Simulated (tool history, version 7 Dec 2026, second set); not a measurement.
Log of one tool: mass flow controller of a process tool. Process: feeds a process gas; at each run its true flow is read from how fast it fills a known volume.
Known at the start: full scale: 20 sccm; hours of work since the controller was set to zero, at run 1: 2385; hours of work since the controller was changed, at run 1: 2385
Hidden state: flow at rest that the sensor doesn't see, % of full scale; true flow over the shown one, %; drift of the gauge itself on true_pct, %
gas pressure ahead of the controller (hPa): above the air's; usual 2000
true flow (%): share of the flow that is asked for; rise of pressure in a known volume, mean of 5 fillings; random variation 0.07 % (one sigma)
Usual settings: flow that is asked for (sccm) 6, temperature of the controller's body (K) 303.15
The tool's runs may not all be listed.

run	hour	flow that is asked for (sccm)	gas pressure ahead of the controller (hPa)	temperature of the controller's body (K)	hours of work since the controller was set to zero	hours of work since the controller was changed	true flow (%)
1	0.0	6	2000	303.15	2385	2385	99.53
2	190.1	6	2000	303.15	2452	2452	99.55
3	344.6	6	1920	303.15	2507	2507	99.48
4	493.2	4	2000	303.15	2559	2559	100.03
5	651.2	6	2000	303.15	2615	2615	99.62
6	894.1	6	2560	303.15	2700	2700	99.49
7	1094.4	6	2560	303.15	2771	2771	99.52
8	1333.2	6	2560	303.15	2855	2855	99.57
9	1487.1	6	2780	302.15	2910	2910	99.31
10	1684.9	6	2670	302.15	2980	2980	99.43
11	1816.4	6	2670	302.15	3026	3026	99.67
12	2072.5	2	1810	303.15	3116	3116	103.24
13	2285.2	17	2000	303.15	3191	3191	100.25
14	2535.3	17	2000	303.15	3280	3280	100.24
15	2677.6	17	2000	303.15	3330	3330	100.32
16	2872.4	17	2000	303.15	3399	3399	100.15

5 ways to go on from here, each from the tool as it stands after run 16. What would each give?
A	3013.3	3	1720	301.15	3448	3448	?
B	3013.3	6	1790	303.15	3448	3448	?
C	3013.3	3	1420	303.15	3448	3448	?
D	3013.3	8	2310	309.15	3448	3448	?
E	3013.3	14	2340	303.15	3448	3448	?

run	true flow (%)
A	101.45
B	100.00
C	101.94
D	100.33
E	99.84
Without the tool's hidden state the same runs would have given:
run	true flow (%)
A	97.51
B	98.29
C	98.01
D	99.17
E	99.39

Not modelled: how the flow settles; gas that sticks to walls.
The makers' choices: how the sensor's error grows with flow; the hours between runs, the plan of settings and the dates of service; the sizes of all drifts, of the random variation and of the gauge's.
